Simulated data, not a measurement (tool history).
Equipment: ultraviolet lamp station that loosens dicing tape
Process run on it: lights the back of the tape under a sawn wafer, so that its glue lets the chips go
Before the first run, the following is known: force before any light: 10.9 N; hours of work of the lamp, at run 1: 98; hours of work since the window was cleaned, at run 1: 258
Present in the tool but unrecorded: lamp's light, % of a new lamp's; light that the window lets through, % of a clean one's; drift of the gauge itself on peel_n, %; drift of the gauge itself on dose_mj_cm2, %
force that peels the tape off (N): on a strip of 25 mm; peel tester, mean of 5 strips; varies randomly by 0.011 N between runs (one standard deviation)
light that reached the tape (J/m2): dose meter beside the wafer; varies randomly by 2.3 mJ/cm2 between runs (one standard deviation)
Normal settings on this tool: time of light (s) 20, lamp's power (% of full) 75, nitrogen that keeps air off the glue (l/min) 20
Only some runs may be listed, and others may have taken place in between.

run	hour	time of light (s)	lamp's power (% of full)	nitrogen that keeps air off the glue (l/min)	hours of work of the lamp	hours of work since the window was cleaned	force that peels the tape off (N)	light that reached the tape (J/m2)
1	0.0	20	75	20	98	258	0.601	2260
2	51.5	18	75	20	120	280	0.838	1950
3	99.6	20	75	20	140	301	0.655	2170
4	121.9	20	75	20	150	311	0.660	2180
5	148.6	20	75	20	161	322	0.670	2160
6	177.1	20	75	20	174	334	0.684	2140
7	210.4	20	87	20	188	349	0.465	2410
8	247.3	31	87	20	204	364	0.185	3810
9	286.3	33	87	20	220	381	0.163	4010
# hour 321.1: window cleaned of glue's vapour
10	324.9	10	87	20	237	2	1.870	1290
11	351.4	10	87	20	248	13	1.866	1220
12	399.5	20	75	20	269	34	0.603	2270
13	426.4	20	63	20	280	45	0.944	1830
14	468.2	20	75	20	298	63	0.638	2170
15	504.6	20	75	18	314	79	0.713	2190
16	527.3	20	75	18	324	88	0.742	2150
17	554.2	20	75	18	335	100	0.723	2170
18	596.6	20	79	20	353	118	0.603	2250
19	621.0	20	75	10	364	129	1.325	2100
20	671.9	20	75	10	386	150	1.380	2100
21	709.4	20	75	10	402	166	1.399	2080
22	742.0	24	75	20	416	180	0.473	2480
23	782.4	21	63	8	433	198	2.112	1820
24	820.5	20	75	20	449	214	0.745	2040
25	860.6	20	75	20	466	231	0.752	2030
26	894.0	11	69	20	481	246	2.770	1010
27	918.1	14	75	14	491	256	2.058	1430
28	960.7	14	75	14	509	274	2.138	1400
29	993.6	20	90	20	524	288	0.513	2370
30	1030.2	14	94	19	539	304	1.129	1710
31	1068.4	26	94	19	556	320	0.262	3190
32	1096.2	11	62	19	567	332	3.293	870
33	1142.2	11	62	19	587	352	3.274	880
34	1170.9	23	73	9	600	364	1.417	2120
35	1219.0	11	75	6	620	385	4.586	1030
# hour 1243.2: window cleaned of glue's vapour
36	1270.9	11	69	35	642	12	1.929	1070
37	1308.8	20	92	13	658	28	0.733	2460
38	1354.3	11	65	13	678	48	3.665	940
39	1383.2	11	98	20	690	60	1.547	1430
40	1406.3	28	94	32	700	70	0.151	3490
41	1436.7	24	94	9	713	83	0.671	2990
42	1466.2	23	73	8	726	96	1.437	2220

A few steps of force that peels the tape off (N) between consecutive runs. Split each: what settings, incoming material and random variation would produce without the hidden state, and what is left over for the hidden state, along with gauge scatter present in only one of the two compared results (measured, and without hidden state):
Run 31 -> 32: time of light (s) 26 -> 11, lamp's power (% of full) 94 -> 62. force that peels the tape off (N) +3.031: hidden state +0.668, all else +2.363.
Run 34 -> 35: time of light (s) 23 -> 11, lamp's power (% of full) 73 -> 75, nitrogen that keeps air off the glue (l/min) 9 -> 6. force that peels the tape off (N) +3.169: hidden state +0.360, all else +2.809.
Run 35 -> 36: lamp's power (% of full) 75 -> 69, nitrogen that keeps air off the glue (l/min) 6 -> 35, window cleaned of glue's vapour. force that peels the tape off (N) -2.657: hidden state -0.425, all else -2.232.
Run 37 -> 38: time of light (s) 20 -> 11, lamp's power (% of full) 92 -> 65. force that peels the tape off (N) +2.932: hidden state +0.407, all else +2.525.
Run 39 -> 40: time of light (s) 11 -> 28, lamp's power (% of full) 98 -> 94, nitrogen that keeps air off the glue (l/min) 20 -> 32. force that peels the tape off (N) -1.396: hidden state -0.427, all else -0.969.
